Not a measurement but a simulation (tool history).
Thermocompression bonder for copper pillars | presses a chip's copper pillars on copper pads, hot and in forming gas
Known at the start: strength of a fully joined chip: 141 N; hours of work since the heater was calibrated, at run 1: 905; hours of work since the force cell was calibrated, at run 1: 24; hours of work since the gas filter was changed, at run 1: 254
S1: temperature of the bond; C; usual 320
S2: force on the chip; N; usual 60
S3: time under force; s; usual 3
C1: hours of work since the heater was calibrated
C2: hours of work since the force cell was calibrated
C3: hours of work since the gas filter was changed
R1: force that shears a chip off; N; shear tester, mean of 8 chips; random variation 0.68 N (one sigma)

run 1 hour=0 | S1=320 S2=60 S3=3 | C1=905 C2=24 C3=254 | R1=86.1
run 2 hour=15.1 | S1=320 S2=60 S3=8 | C1=912 C2=31 C3=261 | R1=107.8
run 3 hour=40.7 | S1=320 S2=60 S3=3 | C1=924 C2=43 C3=272 | R1=84.7
run 4 hour=61.4 | S1=320 S2=53 S3=3 | C1=933 C2=52 C3=282 | R1=81.1
run 5 hour=86.6 | S1=320 S2=53 S3=3 | C1=945 C2=64 C3=294 | R1=80.7
-- hour=90 heater calibrated with a thermocouple chip
run 6 hour=107.2 | S1=320 S2=60 S3=3 | C1=8 C2=72 C3=302 | R1=82.9
run 7 hour=127 | S1=320 S2=60 S3=3 | C1=17 C2=81 C3=311 | R1=83.1
run 8 hour=153.4 | S1=320 S2=60 S3=3 | C1=29 C2=93 C3=323 | R1=83.6
run 9 hour=174.4 | S1=320 S2=57 S3=3 | C1=39 C2=103 C3=333 | R1=81
-- hour=183.9 heater calibrated with a thermocouple chip, once more
run 10 hour=192.7 | S1=292 S2=70 S3=4 | C1=4 C2=110 C3=340 | R1=84.1
run 11 hour=223.4 | S1=292 S2=70 S3=4 | C1=18 C2=125 C3=354 | R1=85.2
run 12 hour=243.4 | S1=292 S2=70 S3=4 | C1=27 C2=134 C3=363 | R1=84.8
run 13 hour=258.5 | S1=308 S2=41 S3=2 | C1=34 C2=141 C3=370 | R1=59.7
run 14 hour=287.8 | S1=315 S2=37 S3=4 | C1=48 C2=154 C3=384 | R1=74.8
run 15 hour=312.2 | S1=320 S2=60 S3=4 | C1=59 C2=165 C3=395 | R1=95.3
run 16 hour=332.4 | S1=320 S2=60 S3=4 | C1=68 C2=174 C3=404 | R1=95.5
-- hour=355.5 forming gas filter changed
run 17 hour=357.5 | S1=312 S2=60 S3=4 | C1=79 C2=186 C3=1 | R1=97.3

The same runs without the tool's hidden state, with the same run-to-run variation:
The hidden state here: true temperature of the bond over the reading, C; force that reaches the chip, % of what is set; oxide that the forming gas leaves, % of the face; drift of the gauge itself on shear_n, %.
run=1 R1=95.3
run=2 R1=117.1
run=3 R1=94.3
run=4 R1=90.6
run=5 R1=90.5
run=6 R1=94.7
run=7 R1=95.1
run=8 R1=95.9
run=9 R1=93.4
run=10 R1=88.6
run=11 R1=90.1
run=12 R1=89.9
run=13 R1=63.4
run=14 R1=79.5
run=15 R1=101.7
run=16 R1=102
run=17 R1=97.4

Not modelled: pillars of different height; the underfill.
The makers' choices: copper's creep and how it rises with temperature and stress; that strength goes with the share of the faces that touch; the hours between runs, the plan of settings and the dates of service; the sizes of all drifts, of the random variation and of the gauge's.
